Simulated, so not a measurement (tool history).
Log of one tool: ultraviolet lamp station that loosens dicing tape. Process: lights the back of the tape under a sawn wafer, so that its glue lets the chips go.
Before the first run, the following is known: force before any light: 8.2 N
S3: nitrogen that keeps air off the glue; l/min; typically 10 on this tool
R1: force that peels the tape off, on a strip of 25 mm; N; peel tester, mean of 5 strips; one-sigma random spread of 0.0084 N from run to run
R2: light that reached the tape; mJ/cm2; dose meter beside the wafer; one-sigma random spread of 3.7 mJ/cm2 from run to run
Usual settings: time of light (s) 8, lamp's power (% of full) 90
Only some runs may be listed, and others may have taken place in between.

{"run": 1, "hour": 0.0, "time of light (s)": 8, "lamp's power (% of full)": 90, "S3": 10, "R1": 0.683, "R2": 466}
{"run": 2, "hour": 33.0, "time of light (s)": 4, "lamp's power (% of full)": 90, "S3": 10, "R1": 2.271, "R2": 227}
{"run": 3, "hour": 56.0, "time of light (s)": 8, "lamp's power (% of full)": 90, "S3": 5, "R1": 1.224, "R2": 448}
{"run": 4, "hour": 78.4, "time of light (s)": 5, "lamp's power (% of full)": 90, "S3": 10, "R1": 1.833, "R2": 276}
{"run": 5, "hour": 106.4, "time of light (s)": 5, "lamp's power (% of full)": 90, "S3": 10, "R1": 1.807, "R2": 276}
{"run": 6, "hour": 156.4, "time of light (s)": 8, "lamp's power (% of full)": 90, "S3": 4, "R1": 1.586, "R2": 424}
{"run": 7, "hour": 206.1, "time of light (s)": 8, "lamp's power (% of full)": 90, "S3": 10, "R1": 0.884, "R2": 413}
{"run": 8, "hour": 235.4, "time of light (s)": 8, "lamp's power (% of full)": 90, "S3": 10, "R1": 0.938, "R2": 406}
{"hour": 265.2, "done": "window cleaned of glue's vapour"}
{"run": 9, "hour": 279.5, "time of light (s)": 15, "lamp's power (% of full)": 90, "S3": 10, "R1": 0.252, "R2": 710}
{"run": 10, "hour": 326.3, "time of light (s)": 15, "lamp's power (% of full)": 90, "S3": 10, "R1": 0.273, "R2": 691}
{"hour": 338.3, "done": "window cleaned of glue's vapour, once more"}
{"run": 11, "hour": 373.2, "time of light (s)": 8, "lamp's power (% of full)": 90, "S3": 10, "R1": 0.778, "R2": 431}
{"run": 12, "hour": 401.5, "time of light (s)": 8, "lamp's power (% of full)": 90, "S3": 10, "R1": 0.82, "R2": 422}
{"run": 13, "hour": 423.0, "time of light (s)": 8, "lamp's power (% of full)": 90, "S3": 10, "R1": 0.801, "R2": 423}
{"run": 14, "hour": 470.1, "time of light (s)": 8, "lamp's power (% of full)": 90, "S3": 10, "R1": 0.884, "R2": 405}
{"run": 15, "hour": 506.4, "time of light (s)": 8, "lamp's power (% of full)": 90, "S3": 10, "R1": 0.938, "R2": 395}
{"run": 16, "hour": 528.3, "time of light (s)": 10, "lamp's power (% of full)": 84, "S3": 3, "R1": 1.706, "R2": 458}
{"run": 17, "hour": 566.0, "time of light (s)": 13, "lamp's power (% of full)": 90, "S3": 8, "R1": 0.4, "R2": 623}
{"run": 18, "hour": 605.8, "time of light (s)": 8, "lamp's power (% of full)": 91, "S3": 10, "R1": 1.03, "R2": 378}
{"run": 19, "hour": 630.4, "time of light (s)": 9, "lamp's power (% of full)": 77, "S3": 10, "R1": 1.157, "R2": 359}
{"hour": 659.3, "done": "window cleaned of glue's vapour"}
{"run": 20, "hour": 671.3, "time of light (s)": 8, "lamp's power (% of full)": 85, "S3": 3, "R1": 2.206, "R2": 382}
{"run": 21, "hour": 709.6, "time of light (s)": 14, "lamp's power (% of full)": 90, "S3": 6, "R1": 0.432, "R2": 694}
{"run": 22, "hour": 737.3, "time of light (s)": 14, "lamp's power (% of full)": 90, "S3": 6, "R1": 0.428, "R2": 686}
{"run": 23, "hour": 782.2, "time of light (s)": 14, "lamp's power (% of full)": 90, "S3": 6, "R1": 0.461, "R2": 660}
{"run": 24, "hour": 827.2, "time of light (s)": 8, "lamp's power (% of full)": 90, "S3": 4, "R1": 1.949, "R2": 368}
{"run": 25, "hour": 848.5, "time of light (s)": 8, "lamp's power (% of full)": 90, "S3": 4, "R1": 2.007, "R2": 364}
{"hour": 864.2, "done": "lamp changed"}
{"run": 26, "hour": 893.9, "time of light (s)": 13, "lamp's power (% of full)": 81, "S3": 5, "R1": 0.323, "R2": 823}
{"run": 27, "hour": 939.2, "time of light (s)": 16, "lamp's power (% of full)": 90, "S3": 7, "R1": 0.149, "R2": 1102}
{"run": 28, "hour": 973.3, "time of light (s)": 8, "lamp's power (% of full)": 60, "S3": 6, "R1": 1.592, "R2": 361}
{"hour": 983.1, "done": "window cleaned of glue's vapour"}
{"run": 29, "hour": 1014.1, "time of light (s)": 8, "lamp's power (% of full)": 75, "S3": 4, "R1": 1.213, "R2": 492}
{"run": 30, "hour": 1060.9, "time of light (s)": 8, "lamp's power (% of full)": 66, "S3": 10, "R1": 0.807, "R2": 425}

Here are 3 independent what-if runs from the current tool condition. What would each one return?
{"run": "A", "hour": 1099.4, "time of light (s)": 8, "lamp's power (% of full)": 90, "S3": 10, "R1": "?", "R2": "?"}
{"run": "B", "hour": 1099.4, "time of light (s)": 8, "lamp's power (% of full)": 66, "S3": 6, "R1": "?", "R2": "?"}
{"run": "C", "hour": 1099.4, "time of light (s)": 5, "lamp's power (% of full)": 92, "S3": 10, "R1": "?", "R2": "?"}

run=A R1=0.421 R2=559
run=B R1=1.202 R2=414
run=C R1=1.155 R2=361
With the hidden condition removed and each run's random variation left untouched, the same runs would have given:
run=A R1=0.335 R2=615
run=B R1=1.004 R2=456
run=C R1=0.959 R2=397
